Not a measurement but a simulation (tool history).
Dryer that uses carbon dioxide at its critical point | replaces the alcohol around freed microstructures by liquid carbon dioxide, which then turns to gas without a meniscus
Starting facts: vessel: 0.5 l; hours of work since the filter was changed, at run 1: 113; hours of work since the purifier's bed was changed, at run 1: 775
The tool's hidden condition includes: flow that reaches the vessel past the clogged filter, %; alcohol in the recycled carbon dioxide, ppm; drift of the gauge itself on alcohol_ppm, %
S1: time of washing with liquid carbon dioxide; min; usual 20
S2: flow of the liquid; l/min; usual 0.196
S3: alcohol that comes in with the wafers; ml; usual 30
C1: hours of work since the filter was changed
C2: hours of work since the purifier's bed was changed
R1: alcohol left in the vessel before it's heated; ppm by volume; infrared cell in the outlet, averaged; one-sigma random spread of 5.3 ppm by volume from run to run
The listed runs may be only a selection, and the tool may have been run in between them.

| run | day | S1 | S2 | S3 | C1 | C2 | R1 |
|---|---|---|---|---|---|---|---|
| 1 | 0.000 | 20 | 0.196 | 30 | 113 | 775 | 285 |
| 2 | 1.608 | 20 | 0.196 | 42 | 125 | 788 | 339 |
| 3 | 3.458 | 20 | 0.196 | 42 | 140 | 803 | 339 |
| 4 | 5.492 | 20 | 0.196 | 30 | 156 | 819 | 296 |
| 5 | 7.025 | 20 | 0.196 | 21 | 168 | 831 | 252 |
| 6 | 9.512 | 20 | 0.196 | 21 | 188 | 850 | 258 |
| 7 | 11.846 | 20 | 0.216 | 30 | 206 | 869 | 240 |
| 8 | 13.146 | 20 | 0.216 | 23 | 217 | 879 | 218 |
| 9 | 15.975 | 20 | 0.216 | 23 | 239 | 902 | 230 |
| 10 | 18.146 | 20 | 0.216 | 23 | 256 | 919 | 242 |
| 11 | 20.183 | 20 | 0.216 | 23 | 272 | 935 | 254 |
| 12 | 22.492 | 32 | 0.147 | 33 | 290 | 953 | 236 |
| 13 | 25.154 | 32 | 0.147 | 33 | 311 | 974 | 252 |
| 14 | 27.546 | 13 | 0.270 | 30 | 330 | 993 | 473 |
| 15 | 29.771 | 24 | 0.270 | 66 | 348 | 1011 | 200 |

A few steps of R1 between consecutive runs. Split each: what settings, incoming material and random variation would produce without the hidden state, and what is left over for the hidden state, along with gauge scatter present in only one of the two compared results (measured, and without hidden state):
Run 14 -> 15: S1 13 -> 24, S3 30 -> 66. R1 -273 ppm by volume: hidden state -109, all else -164.
